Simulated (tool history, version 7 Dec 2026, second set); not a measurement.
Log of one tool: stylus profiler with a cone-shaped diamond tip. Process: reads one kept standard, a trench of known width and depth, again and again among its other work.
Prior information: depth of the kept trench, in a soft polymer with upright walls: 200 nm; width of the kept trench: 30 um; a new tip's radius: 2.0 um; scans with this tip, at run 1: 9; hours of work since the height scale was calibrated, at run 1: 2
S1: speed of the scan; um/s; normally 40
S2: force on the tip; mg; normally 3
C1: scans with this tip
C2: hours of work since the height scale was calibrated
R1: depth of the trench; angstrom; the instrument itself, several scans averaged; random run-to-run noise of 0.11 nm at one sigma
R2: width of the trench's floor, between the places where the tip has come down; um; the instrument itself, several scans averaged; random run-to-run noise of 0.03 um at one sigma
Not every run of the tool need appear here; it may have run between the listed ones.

run,hour,S1,S2,C1,C2,R1,R2
1,0,40,3,9,2,2025.7,28.06
2,46.2,40,3,130,29,2024.8,28.06
3,119.6,126,3,324,71,2024.9,27.73
4,194.9,126,3,522,114,2024.2,27.71
5,268.9,126,3,717,157,2023.5,27.69
6,305.5,126,3,813,178,2024.8,27.66
7,355,40,3,943,206,2025.1,27.98
8,394.1,40,4.65,1046,229,2032.4,28.02
9,465.7,40,4.65,1235,270,2030.8,28.03
10,536.6,40,3,1421,311,2022,28
11,575.7,40,3,1524,333,2023.8,27.93
12,637.4,40,3,1687,369,2021.9,27.94
13,704.2,70,3,1863,407,2020.4,27.81
14,770.3,40,2.86,2037,445,2020.2,27.94
15,832.5,40,2.86,2201,481,2019,27.89
16,887.1,40,2.86,2344,513,2019.6,27.88
17,950.3,40,2.6,2511,549,2017.2,27.89
18,1031.8,40,3,2725,596,2020.3,27.8
19,1118.1,40,3,2953,646,2020.3,27.86
20,1186.2,40,3,3132,685,2018,27.81
21,1235.9,40,3,3263,713,2018.5,27.78
22,1285.6,40,3,3393,742,2017.1,27.76
23,1330.8,40,3,3513,768,2015.8,27.79
24,1390.1,35,3,3669,802,2017.7,27.78
25,1449.2,78,6.82,3824,836,2033.7,27.68
26,1537.5,78,6.82,4057,887,2036.1,27.68
27,1588.4,74,2.3,4191,916,2011.6,27.52
28,1634.6,10,2.44,4312,943,2012,27.81
29,1721.5,35,1.73,4541,993,2007.6,27.64
30,1769.3,122,7.73,4667,1020,2037.6,27.55
31,1854.8,14,4.08,4892,1070,2019.6,27.77
32,1937.5,14,4.08,5110,1117,2019.8,27.74
33,2009.1,14,4.08,5298,1158,2019.4,27.73
34,2086.8,34,1.61,5503,1203,2004.8,27.63
35,2125.2,34,1.61,5604,1225,2002.9,27.6
36,2167.2,105,2.26,5715,1249,2009,27.28
37,2232.8,122,6.15,5887,1287,2028,27.42
38,2317.9,19,8.34,6111,1336,2035.1,27.71
39,2371.9,59,1.36,6253,1367,2001.4,27.43
40,2423.7,61,7.91,6390,1397,2032.6,27.52
41,2475.6,38,7.75,6527,1427,2032.2,27.63
42,2548,54,6.17,6717,1469,2025.3,27.56
43,2621,81,1.49,6909,1511,2001.2,27.2
44,2701.1,81,1.49,7120,1557,2000.4,27.21
45,2743.6,63,4.23,7232,1581,2015.8,27.41
46,2831.5,29,3.66,7464,1632,2011.5,27.55
47,2867.5,19,1.64,7558,1653,1998.9,27.47

Subtracting, for every run, the result it would have given without the tool's unlogged condition from the measured result gives the following. The same run-to-run variation enters both numbers; the gauge's scatter may not:
Hidden state present: radius of the tip, um; height scale over the true one, %; drift of the gauge itself on depth_nm, %; drift of the gauge itself on floor_um, %.
run,R1,R2
1,+0.4,-0.01
2,+0.2,-0.02
3,-0.3,-0.04
4,-0.7,-0.07
5,-1.2,-0.08
6,-1.4,-0.09
7,-1.7,-0.1
8,-2,-0.11
9,-2.4,-0.13
10,-2.8,-0.15
11,-3,-0.15
12,-3.3,-0.17
13,-3.8,-0.19
14,-4.2,-0.2
15,-4.6,-0.21
16,-4.9,-0.22
17,-5.3,-0.25
18,-5.7,-0.26
19,-6.3,-0.28
20,-6.6,-0.3
21,-6.9,-0.31
22,-7.2,-0.31
23,-7.4,-0.33
24,-7.9,-0.35
25,-8.3,-0.35
26,-8.7,-0.37
27,-8.9,-0.39
28,-9.3,-0.39
29,-9.8,-0.41
30,-10.1,-0.42
31,-10.7,-0.44
32,-11.1,-0.46
33,-11.5,-0.47
34,-11.9,-0.49
35,-12.2,-0.49
36,-12.4,-0.5
37,-12.9,-0.52
38,-13.5,-0.53
39,-13.6,-0.54
40,-14,-0.55
41,-14.4,-0.56
42,-14.8,-0.57
43,-15,-0.59
44,-15.4,-0.61
45,-15.9,-0.61
46,-16.3,-0.63
47,-16.4,-0.63
